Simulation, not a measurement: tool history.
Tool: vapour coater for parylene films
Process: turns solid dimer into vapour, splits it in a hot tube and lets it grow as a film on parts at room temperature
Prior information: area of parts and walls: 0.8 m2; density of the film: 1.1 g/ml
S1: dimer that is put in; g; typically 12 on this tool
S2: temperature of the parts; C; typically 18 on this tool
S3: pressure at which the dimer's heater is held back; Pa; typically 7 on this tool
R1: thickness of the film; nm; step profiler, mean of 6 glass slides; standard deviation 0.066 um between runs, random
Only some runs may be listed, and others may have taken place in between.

run    hour  S1  S2    S3     R1
  1       0  12  18     7   7720
  2    41.5  12  18     7   7570
  3      78  12  18  3.25   8330
  4    97.2  12  18  3.25   8230
  5   120.3  12  18  3.25   8160
  6   150.2  12  18     7   7320
  7   183.5  12  18     7   7250
  8   201.8  12  18     7   7230
  9   233.3   8  18     7   4750
 10   265.7   8  18     7   4670
      281.7  -- trap's valve overhauled
 11   301.5   8  18     7   5100
 12   321.4   8  18     7   5050
 13   342.7  12  27     7   5450
 14   382.5  21  18     7  13130
 15   405.2  21  18     7  12980
 16   443.9  21  18     7  12980
 17   479.1  21  18     7  12510
 18   511.1  21  18     7  12540
 19   544.9  12  18     7   7140
 20   565.5  10  18     7   5870
      579.6  -- trap's valve overhauled
 21   606.1  10  18     7   6390
 22   632.1  10  18  8.56   6160
 23   656.5  12  16     7   8080
 24   695.4  12  16     7   8030
 25   725.1  19  20  9.23  10620
 26   765.9  19  18  5.27  11850
 27   787.9   6  28  5.23   2560
 28   824.4  12  26  2.19   6080
 29   854.4  12  26  2.19   5880
      876.1  -- trap's valve overhauled
 30   880.4  12  26  2.19   6630
 31   897.6   7  15     2   5760
 32   929.9  21  15  5.37  15280
 33   963.3   6  18     7   3750
 34   989.4  12  17     7   7610
 35  1011.8   7  18  5.09   4450
 36  1042.5   7  18  5.09   4400
 37  1059.4  16  15  8.24  10550
 38  1088.6   6  14     7   4140
 39  1124.6   9  14     7   6160
 40  1148.5  14  19     7   7890
     1171.7  -- trap's valve overhauled
 41  1189.5  12  18  3.24   8350

5 options for the next run, each taken on its own from the tool as it stands now. Forecast them:
  A  1211   5  11  6.54   ?
  B  1211  21  12  2.41   ?
  C  1211  12  18     5   ?
  D  1211  14  18  3.65   ?
  E  1211   9  18     7   ?

run     R1
  A   4080
  B  18700
  C   7920
  D   9560
  E   5680
Stripped of hidden state, with their random variation kept, the same runs would have yielded:
run     R1
  A   4220
  B  19350
  C   8190
  D   9890
  E   5870
